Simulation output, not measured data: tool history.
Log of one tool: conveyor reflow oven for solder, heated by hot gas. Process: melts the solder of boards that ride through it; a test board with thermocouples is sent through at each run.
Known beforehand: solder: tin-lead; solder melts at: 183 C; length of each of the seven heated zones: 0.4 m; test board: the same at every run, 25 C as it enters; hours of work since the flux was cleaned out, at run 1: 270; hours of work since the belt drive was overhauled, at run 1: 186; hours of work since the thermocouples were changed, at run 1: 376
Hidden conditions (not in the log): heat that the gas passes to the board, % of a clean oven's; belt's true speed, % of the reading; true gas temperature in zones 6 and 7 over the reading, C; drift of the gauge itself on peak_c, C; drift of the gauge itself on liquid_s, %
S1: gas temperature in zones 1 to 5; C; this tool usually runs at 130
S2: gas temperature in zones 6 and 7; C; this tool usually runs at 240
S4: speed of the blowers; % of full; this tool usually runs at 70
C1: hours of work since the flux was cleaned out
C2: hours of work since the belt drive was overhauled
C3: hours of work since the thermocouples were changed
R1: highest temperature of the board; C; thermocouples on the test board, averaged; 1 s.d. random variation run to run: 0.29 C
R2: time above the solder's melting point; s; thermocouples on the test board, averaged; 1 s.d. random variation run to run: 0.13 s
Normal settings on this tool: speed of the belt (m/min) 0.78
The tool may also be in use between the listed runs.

{"run": 1, "day": 0.0, "S1": 130, "S2": 240, "speed of the belt (m/min)": 0.78, "S4": 70, "C1": 270, "C2": 186, "C3": 376, "R1": 218.8, "R2": 44.7}
{"run": 2, "day": 0.392, "S1": 130, "S2": 230, "speed of the belt (m/min)": 0.78, "S4": 70, "C1": 275, "C2": 190, "C3": 380, "R1": 210.1, "R2": 39}
{"run": 3, "day": 0.967, "S1": 127, "S2": 240, "speed of the belt (m/min)": 0.78, "S4": 70, "C1": 281, "C2": 197, "C3": 387, "R1": 217.4, "R2": 43.8}
{"run": 4, "day": 1.217, "S1": 127, "S2": 240, "speed of the belt (m/min)": 0.78, "S4": 70, "C1": 284, "C2": 200, "C3": 390, "R1": 218, "R2": 43.4}
{"run": 5, "day": 1.779, "S1": 127, "S2": 240, "speed of the belt (m/min)": 0.78, "S4": 70, "C1": 291, "C2": 206, "C3": 396, "R1": 217.6, "R2": 43.6}
{"run": 6, "day": 2.079, "S1": 115, "S2": 240, "speed of the belt (m/min)": 0.78, "S4": 70, "C1": 294, "C2": 210, "C3": 400, "R1": 215, "R2": 39.1}
{"run": 7, "day": 2.562, "S1": 115, "S2": 240, "speed of the belt (m/min)": 0.78, "S4": 70, "C1": 300, "C2": 216, "C3": 405, "R1": 215.1, "R2": 39.2}
{"run": 8, "day": 3.154, "S1": 115, "S2": 240, "speed of the belt (m/min)": 0.78, "S4": 70, "C1": 307, "C2": 223, "C3": 412, "R1": 215.2, "R2": 38.9}
{"day": 3.504, "done": "flux residue cleaned out of gas plates and filters"}
{"run": 9, "day": 3.854, "S1": 140, "S2": 240, "speed of the belt (m/min)": 0.78, "S4": 70, "C1": 4, "C2": 228, "C3": 418, "R1": 222.9, "R2": 50.3}
{"run": 10, "day": 4.412, "S1": 130, "S2": 240, "speed of the belt (m/min)": 0.78, "S4": 69, "C1": 11, "C2": 235, "C3": 424, "R1": 221.3, "R2": 46.5}
{"run": 11, "day": 4.662, "S1": 130, "S2": 240, "speed of the belt (m/min)": 0.78, "S4": 85, "C1": 13, "C2": 238, "C3": 427, "R1": 224.1, "R2": 48.8}
{"run": 12, "day": 5.079, "S1": 122, "S2": 240, "speed of the belt (m/min)": 0.78, "S4": 70, "C1": 18, "C2": 242, "C3": 432, "R1": 219.4, "R2": 44}
{"run": 13, "day": 5.521, "S1": 124, "S2": 240, "speed of the belt (m/min)": 0.78, "S4": 70, "C1": 23, "C2": 248, "C3": 437, "R1": 220.8, "R2": 44.4}
{"run": 14, "day": 6.083, "S1": 124, "S2": 240, "speed of the belt (m/min)": 0.78, "S4": 70, "C1": 30, "C2": 254, "C3": 444, "R1": 219.7, "R2": 44.8}
{"run": 15, "day": 6.408, "S1": 130, "S2": 240, "speed of the belt (m/min)": 0.78, "S4": 70, "C1": 34, "C2": 258, "C3": 448, "R1": 221.7, "R2": 46.6}
{"run": 16, "day": 6.762, "S1": 120, "S2": 240, "speed of the belt (m/min)": 0.654, "S4": 70, "C1": 38, "C2": 262, "C3": 452, "R1": 225.2, "R2": 56.5}
{"run": 17, "day": 7.133, "S1": 122, "S2": 240, "speed of the belt (m/min)": 0.828, "S4": 55, "C1": 42, "C2": 266, "C3": 456, "R1": 212.5, "R2": 36}
{"run": 18, "day": 7.383, "S1": 122, "S2": 240, "speed of the belt (m/min)": 0.909, "S4": 54, "C1": 45, "C2": 269, "C3": 459, "R1": 207.8, "R2": 28.8}
{"day": 7.583, "done": "belt drive overhauled, speed set with a stopwatch"}
{"run": 19, "day": 7.892, "S1": 130, "S2": 254, "speed of the belt (m/min)": 0.78, "S4": 70, "C1": 49, "C2": 4, "C3": 463, "R1": 233, "R2": 53.1}
{"run": 20, "day": 8.471, "S1": 133, "S2": 250, "speed of the belt (m/min)": 0.78, "S4": 70, "C1": 56, "C2": 10, "C3": 470, "R1": 230.2, "R2": 51.9}
{"day": 9.025, "done": "belt drive overhauled, speed set with a stopwatch, once more"}
{"run": 21, "day": 9.112, "S1": 143, "S2": 240, "speed of the belt (m/min)": 0.78, "S4": 86, "C1": 61, "C2": 1, "C3": 475, "R1": 225.6, "R2": 52.7}
{"run": 22, "day": 9.717, "S1": 124, "S2": 253, "speed of the belt (m/min)": 0.89, "S4": 53, "C1": 68, "C2": 8, "C3": 482, "R1": 219, "R2": 37.1}
{"run": 23, "day": 10.25, "S1": 124, "S2": 253, "speed of the belt (m/min)": 0.89, "S4": 53, "C1": 75, "C2": 14, "C3": 489, "R1": 218.5, "R2": 36.9}
{"run": 24, "day": 10.662, "S1": 124, "S2": 253, "speed of the belt (m/min)": 0.89, "S4": 53, "C1": 80, "C2": 19, "C3": 493, "R1": 219.1, "R2": 36.9}
{"run": 25, "day": 10.925, "S1": 125, "S2": 253, "speed of the belt (m/min)": 0.89, "S4": 63, "C1": 83, "C2": 22, "C3": 496, "R1": 223.2, "R2": 39.8}
{"run": 26, "day": 11.496, "S1": 116, "S2": 240, "speed of the belt (m/min)": 0.731, "S4": 60, "C1": 89, "C2": 29, "C3": 503, "R1": 217.3, "R2": 43.7}
{"run": 27, "day": 12.046, "S1": 120, "S2": 235, "speed of the belt (m/min)": 0.679, "S4": 70, "C1": 96, "C2": 35, "C3": 510, "R1": 219.2, "R2": 49.9}
{"run": 28, "day": 12.588, "S1": 116, "S2": 243, "speed of the belt (m/min)": 0.728, "S4": 70, "C1": 102, "C2": 42, "C3": 516, "R1": 223.1, "R2": 47.8}
{"run": 29, "day": 13.062, "S1": 116, "S2": 243, "speed of the belt (m/min)": 0.728, "S4": 70, "C1": 107, "C2": 47, "C3": 521, "R1": 223.1, "R2": 47.6}

Branching from run 29: 3 alternative next runs. What would each branch give?
{"run": "A", "day": 13.333, "S1": 132, "S2": 243, "speed of the belt (m/min)": 0.728, "S4": 70, "C1": 111, "C2": 50, "C3": 525, "R1": "?", "R2": "?"}
{"run": "B", "day": 13.333, "S1": 116, "S2": 237, "speed of the belt (m/min)": 0.728, "S4": 70, "C1": 111, "C2": 50, "C3": 525, "R1": "?", "R2": "?"}
{"run": "C", "day": 13.333, "S1": 116, "S2": 247, "speed of the belt (m/min)": 0.662, "S4": 84, "C1": 111, "C2": 50, "C3": 525, "R1": "?", "R2": "?"}

run=A R1=225.4 R2=52.8
run=B R1=217.2 R2=44.3
run=C R1=233.2 R2=58.9
With no hidden state in the tool, these same runs would have given:
run=A R1=228.1 R2=54.1
run=B R1=220 R2=46.1
run=C R1=236 R2=60.2

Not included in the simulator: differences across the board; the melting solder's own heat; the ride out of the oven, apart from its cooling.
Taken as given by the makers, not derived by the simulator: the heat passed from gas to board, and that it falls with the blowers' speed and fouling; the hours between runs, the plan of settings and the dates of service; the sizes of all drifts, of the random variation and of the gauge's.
